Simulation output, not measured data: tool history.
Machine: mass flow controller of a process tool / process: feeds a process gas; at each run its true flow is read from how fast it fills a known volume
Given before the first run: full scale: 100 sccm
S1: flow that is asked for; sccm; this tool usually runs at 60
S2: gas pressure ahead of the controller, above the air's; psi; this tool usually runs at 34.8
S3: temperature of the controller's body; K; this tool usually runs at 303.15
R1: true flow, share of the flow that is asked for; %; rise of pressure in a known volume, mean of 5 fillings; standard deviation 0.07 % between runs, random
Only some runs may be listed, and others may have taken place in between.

| run | hour | S1 | S2 | S3 | R1 |
|---|---|---|---|---|---|
| 1 | 0 | 60 | 34.8 | 303.15 | 98.34 |
| 2 | 40 | 13 | 34.8 | 303.15 | 97.78 |
| 3 | 91.6 | 60 | 34.8 | 303.15 | 98.17 |
| 4 | 142.2 | 60 | 34.8 | 303.15 | 98.27 |
| 5 | 203.8 | 60 | 34.8 | 303.15 | 98.12 |
| 6 | 249.2 | 60 | 34.8 | 303.15 | 98.24 |
| 7 | 310.9 | 60 | 34.8 | 303.15 | 98.27 |
| 8 | 385.7 | 60 | 34.8 | 303.15 | 98.19 |
| 9 | 447.1 | 60 | 34.8 | 303.15 | 98.18 |
| 10 | 490.6 | 60 | 34.8 | 303.15 | 98.19 |
| 11 | 551.1 | 60 | 34.8 | 303.15 | 98.26 |
| 12 | 600.4 | 60 | 34.8 | 303.15 | 98.25 |
| 13 | 632.7 | 60 | 34.8 | 303.15 | 98.2 |
| 14 | 706.4 | 60 | 34.8 | 303.15 | 98.3 |
| 15 | 768.1 | 60 | 34.8 | 303.15 | 98.23 |
| 16 | 808.3 | 60 | 34.8 | 303.15 | 98.16 |
| 17 | 877.5 | 60 | 34.8 | 303.15 | 98.18 |
| 18 | 915 | 60 | 34.8 | 303.15 | 98.1 |
| 19 | 956 | 60 | 34.8 | 303.15 | 98.24 |
|  | 962.9 | controller's zero set anew |
| 20 | 1017.8 | 60 | 21.5 | 303.15 | 98.9 |
| 21 | 1079.8 | 60 | 21.5 | 303.15 | 98.89 |
| 22 | 1117.3 | 20 | 23.5 | 308.15 | 98.26 |
| 23 | 1194.2 | 20 | 23.5 | 308.15 | 98.23 |
|  | 1252.1 | controller's zero set anew, once more |
| 24 | 1257 | 29 | 34.8 | 294.15 | 98.04 |
| 25 | 1324.3 | 53 | 36.3 | 301.15 | 98.02 |
| 26 | 1403.2 | 14 | 33.5 | 309.15 | 96.92 |
| 27 | 1459.9 | 25 | 28.6 | 302.15 | 97.62 |
| 28 | 1528.3 | 25 | 28.6 | 302.15 | 97.63 |
| 29 | 1565.1 | 25 | 28.6 | 302.15 | 97.62 |
| 30 | 1633.5 | 89 | 34.8 | 303.15 | 98.56 |
| 31 | 1680.9 | 46 | 40.2 | 308.15 | 97.02 |
| 32 | 1741.6 | 46 | 40.2 | 308.15 | 96.91 |
| 33 | 1792.3 | 46 | 40.2 | 308.15 | 96.91 |
| 34 | 1860.4 | 60 | 20.5 | 303.15 | 98.53 |
| 35 | 1896.9 | 60 | 22.5 | 311.15 | 97.93 |
| 36 | 1946.5 | 58 | 34.8 | 303.15 | 97.83 |
| 37 | 1999.3 | 11 | 35.1 | 303.15 | 97.55 |
| 38 | 2073.4 | 67 | 36.5 | 311.15 | 97.28 |

Branching from run 38: 5 alternative next runs. What would each branch give?
| A | 2120.5 | 67 | 31 | 305.15 | ? |
| B | 2120.5 | 60 | 25.7 | 300.15 | ? |
| C | 2120.5 | 48 | 40.6 | 308.15 | ? |
| D | 2120.5 | 60 | 20.3 | 303.15 | ? |
| E | 2120.5 | 60 | 39.9 | 308.15 | ? |

| run | R1 |
|---|---|
| A | 98 |
| B | 98.54 |
| C | 96.71 |
| D | 98.51 |
| E | 97.27 |
Without the tool's hidden state the same runs would have given:
| run | R1 |
|---|---|
| A | 98.59 |
| B | 99.11 |
| C | 97.23 |
| D | 99.08 |
| E | 97.84 |
